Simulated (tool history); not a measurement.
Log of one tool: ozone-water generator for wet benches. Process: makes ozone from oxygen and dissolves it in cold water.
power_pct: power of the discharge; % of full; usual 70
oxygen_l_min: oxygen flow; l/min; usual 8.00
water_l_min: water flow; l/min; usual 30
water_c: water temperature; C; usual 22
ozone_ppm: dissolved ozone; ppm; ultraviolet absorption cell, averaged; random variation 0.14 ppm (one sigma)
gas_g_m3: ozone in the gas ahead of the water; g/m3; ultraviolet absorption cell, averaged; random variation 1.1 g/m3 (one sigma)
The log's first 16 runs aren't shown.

| run | hour | power_pct | oxygen_l_min | water_l_min | water_c | hours of work since the electrodes were changed | hours of work since the contactor was cleaned | hours of work since the thermometer was calibrated | ozone_ppm | gas_g_m3 |
|---|---|---|---|---|---|---|---|---|---|---|
| 17 | 397.4 | 70 | 11.00 | 30 | 20 | 345 | 4121 | 1845 | 16.6 | 165.3 |
| 18 | 415.8 | 96 | 10.92 | 29 | 29 | 358 | 4134 | 1858 | 18.9 | 220.0 |
| 19 | 434.2 | 81 | 10.92 | 29 | 29 | 371 | 4147 | 1871 | 16.6 | 190.0 |
| 20 | 453.4 | 81 | 6.35 | 29 | 18 | 384 | 4160 | 1884 | 18.1 | 223.8 |
| 21 | 471.1 | 81 | 6.35 | 29 | 18 | 397 | 4173 | 1897 | 18.1 | 225.1 |
| 22 | 488.2 | 73 | 8.00 | 38 | 16 | 409 | 4185 | 1909 | 13.8 | 189.6 |
| 23 | 502.5 | 70 | 8.00 | 27 | 20 | 419 | 4195 | 1919 | 17.8 | 185.4 |
|  | 508.7 | contactor cleaned |
| 24 | 538.1 | 88 | 4.01 | 29 | 22 | 441 | 21 | 1941 | 15.3 | 279.4 |
| 25 | 570.8 | 58 | 8.19 | 30 | 22 | 464 | 44 | 1964 | 12.2 | 154.5 |
| 26 | 595.1 | 58 | 8.19 | 30 | 22 | 481 | 61 | 1981 | 12.5 | 153.8 |
| 27 | 612.6 | 95 | 13.40 | 37 | 21 | 493 | 73 | 1993 | 17.2 | 201.2 |
| 28 | 640.8 | 95 | 13.40 | 37 | 18 | 513 | 93 | 2013 | 18.3 | 203.1 |
| 29 | 661.5 | 70 | 12.12 | 30 | 15 | 528 | 107 | 2028 | 17.6 | 159.7 |
| 30 | 680.4 | 53 | 4.04 | 19 | 17 | 541 | 121 | 2041 | 16.6 | 179.3 |
|  | 690.5 | contactor cleaned, once more |
| 31 | 710.6 | 70 | 11.65 | 30 | 22 | 559 | 14 | 2059 | 17.3 | 161.9 |
| 32 | 739.6 | 67 | 9.08 | 22 | 27 | 580 | 35 | 2080 | 19.0 | 168.4 |

Forecast each of these 5 alternatives for the next run:
| A | 758.5 | 67 | 9.08 | 26 | 26 | 593 | 48 | 2093 | ? | ? |
| B | 758.5 | 70 | 8.00 | 30 | 15 | 593 | 48 | 2093 | ? | ? |
| C | 758.5 | 65 | 8.00 | 37 | 22 | 593 | 48 | 2093 | ? | ? |
| D | 758.5 | 82 | 12.82 | 30 | 25 | 593 | 48 | 2093 | ? | ? |
| E | 758.5 | 67 | 5.57 | 22 | 21 | 593 | 48 | 2093 | ? | ? |

| run | ozone_ppm | gas_g_m3 |
|---|---|---|
| A | 17.0 | 168.8 |
| B | 18.2 | 182.3 |
| C | 12.7 | 172.0 |
| D | 19.0 | 179.9 |
| E | 20.2 | 196.5 |
Without the tool's hidden state the same runs would have given:
| run | ozone_ppm | gas_g_m3 |
|---|---|---|
| A | 17.4 | 171.8 |
| B | 18.6 | 185.6 |
| C | 13.0 | 175.0 |
| D | 19.5 | 183.6 |
| E | 20.6 | 200.0 |
